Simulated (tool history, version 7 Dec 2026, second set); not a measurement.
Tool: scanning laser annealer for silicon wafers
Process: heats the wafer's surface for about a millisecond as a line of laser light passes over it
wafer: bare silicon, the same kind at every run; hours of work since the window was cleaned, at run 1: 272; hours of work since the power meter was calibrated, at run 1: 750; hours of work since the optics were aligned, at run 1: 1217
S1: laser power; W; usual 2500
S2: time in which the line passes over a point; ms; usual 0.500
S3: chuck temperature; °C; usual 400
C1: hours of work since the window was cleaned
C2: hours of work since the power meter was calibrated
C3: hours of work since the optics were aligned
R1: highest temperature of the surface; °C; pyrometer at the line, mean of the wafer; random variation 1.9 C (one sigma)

run	hour	S1	S2	S3	C1	C2	C3	R1
1	0.0	2500	0.500	400	272	750	1217	1210
2	23.2	2500	0.500	400	285	762	1229	1209
3	56.8	2500	0.500	400	303	781	1247	1209
4	74.8	2500	0.500	400	312	790	1257	1207
5	107.5	2500	0.500	400	330	808	1275	1207
6	132.8	2156	0.500	400	344	822	1288	1088
7	157.0	2156	0.500	400	357	835	1302	1087
# hour 164.5: optics aligned, line set to its width
8	191.2	2500	0.500	400	373	851	14	1200
9	227.6	2500	0.500	400	392	870	34	1197
10	253.9	2500	0.500	400	406	884	48	1193
# hour 285.8: optics aligned, line set to its width, once more
11	287.9	2500	0.500	400	422	900	1	1216
12	304.6	2500	0.500	400	431	909	10	1214
13	329.1	2661	0.500	375	444	922	23	1249
14	358.0	2661	0.500	375	460	938	39	1245
15	393.6	2151	0.549	412	479	957	58	1136
16	414.8	2425	0.396	400	491	969	70	1090
17	446.3	2425	0.396	400	508	986	87	1087
18	470.7	2425	0.396	400	521	999	100	1089
19	505.4	2425	0.396	400	540	1018	119	1088
20	540.3	2406	0.617	439	558	1036	137	1303
21	554.9	2406	0.617	439	566	1044	145	1304

Hidden state at the last listed run before each entry between runs and at the first one after, where it differs:
Between runs 7 and 8: optics aligned, line set to its width (hour 164.5)
  light that passes the window, % of a clean one's: 97.27 -> 97.15; width of the line over the set one, %: 3.32 -> 4.78
  measured less the result without the state, R1: -31 -> -45 °C
Between runs 10 and 11: optics aligned, line set to its width, once more (hour 285.8)
  light that passes the window, % of a clean one's: 96.91 -> 96.81; width of the line over the set one, %: 4.87 -> 0.09
  measured less the result without the state, R1: -47 -> -27 °C

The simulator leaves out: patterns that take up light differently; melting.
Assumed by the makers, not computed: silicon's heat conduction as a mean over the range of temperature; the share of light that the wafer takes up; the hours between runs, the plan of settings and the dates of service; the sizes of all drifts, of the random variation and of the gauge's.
